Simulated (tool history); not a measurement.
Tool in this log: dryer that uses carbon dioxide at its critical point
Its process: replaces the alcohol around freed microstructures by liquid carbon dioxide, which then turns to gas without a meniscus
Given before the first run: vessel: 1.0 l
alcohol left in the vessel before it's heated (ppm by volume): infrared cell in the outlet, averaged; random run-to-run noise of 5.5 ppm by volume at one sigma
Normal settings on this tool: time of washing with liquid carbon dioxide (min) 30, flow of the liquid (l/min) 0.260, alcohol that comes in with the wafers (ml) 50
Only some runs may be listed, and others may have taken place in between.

| run | hour | time of washing with liquid carbon dioxide (min) | flow of the liquid (l/min) | alcohol that comes in with the wafers (ml) | alcohol left in the vessel before it's heated (ppm by volume) |
|---|---|---|---|---|---|
| 1 | 0.0 | 30 | 0.260 | 50 | 338 |
| 2 | 18.5 | 30 | 0.260 | 50 | 338 |
| 3 | 28.6 | 30 | 0.260 | 50 | 323 |
| 4 | 48.4 | 30 | 0.260 | 50 | 349 |
| 5 | 62.8 | 30 | 0.267 | 50 | 317 |
| 6 | 85.0 | 30 | 0.267 | 50 | 314 |
| 7 | 103.4 | 30 | 0.267 | 50 | 314 |
| 8 | 113.9 | 30 | 0.260 | 22 | 224 |
| 9 | 124.0 | 30 | 0.260 | 22 | 210 |
| 10 | 139.3 | 30 | 0.260 | 50 | 356 |
| 11 | 154.2 | 30 | 0.260 | 28 | 257 |
| 12 | 165.6 | 30 | 0.260 | 50 | 365 |
| 13 | 188.3 | 30 | 0.163 | 50 | 2162 |
| 14 | 204.6 | 30 | 0.260 | 50 | 387 |
| 15 | 218.3 | 30 | 0.260 | 50 | 393 |
| 16 | 238.4 | 30 | 0.260 | 50 | 394 |
| 17 | 249.7 | 30 | 0.260 | 50 | 386 |
| 18 | 266.3 | 30 | 0.211 | 50 | 897 |
| 19 | 282.9 | 30 | 0.260 | 104 | 730 |
| 20 | 296.4 | 30 | 0.260 | 104 | 762 |
| 21 | 307.2 | 30 | 0.260 | 50 | 396 |
| 22 | 319.8 | 30 | 0.260 | 50 | 414 |
| 23 | 335.8 | 30 | 0.260 | 50 | 434 |
| 24 | 351.2 | 30 | 0.260 | 50 | 425 |
| 25 | 363.0 | 30 | 0.437 | 22 | 119 |
| 26 | 385.2 | 30 | 0.437 | 22 | 126 |
| 27 | 400.7 | 27 | 0.437 | 52 | 141 |
| 28 | 412.3 | 31 | 0.437 | 52 | 132 |
| 29 | 430.8 | 21 | 0.260 | 49 | 1582 |
| 30 | 450.5 | 21 | 0.260 | 49 | 1597 |
| 31 | 461.7 | 21 | 0.260 | 49 | 1615 |
| 32 | 473.1 | 21 | 0.260 | 49 | 1567 |
|  | 476.2 | inlet filter changed |
| 33 | 495.8 | 30 | 0.281 | 50 | 223 |
| 34 | 512.4 | 23 | 0.197 | 50 | 1998 |

Expected results for the next run?
| 35 | 529.2 | 23 | 0.197 | 50 | ? |

{"run 35": {"alcohol left in the vessel before it's heated (ppm by volume)": 1963}}
With no hidden state in the tool, this same run would have given alcohol left in the vessel before it's heated (ppm by volume) 1794.

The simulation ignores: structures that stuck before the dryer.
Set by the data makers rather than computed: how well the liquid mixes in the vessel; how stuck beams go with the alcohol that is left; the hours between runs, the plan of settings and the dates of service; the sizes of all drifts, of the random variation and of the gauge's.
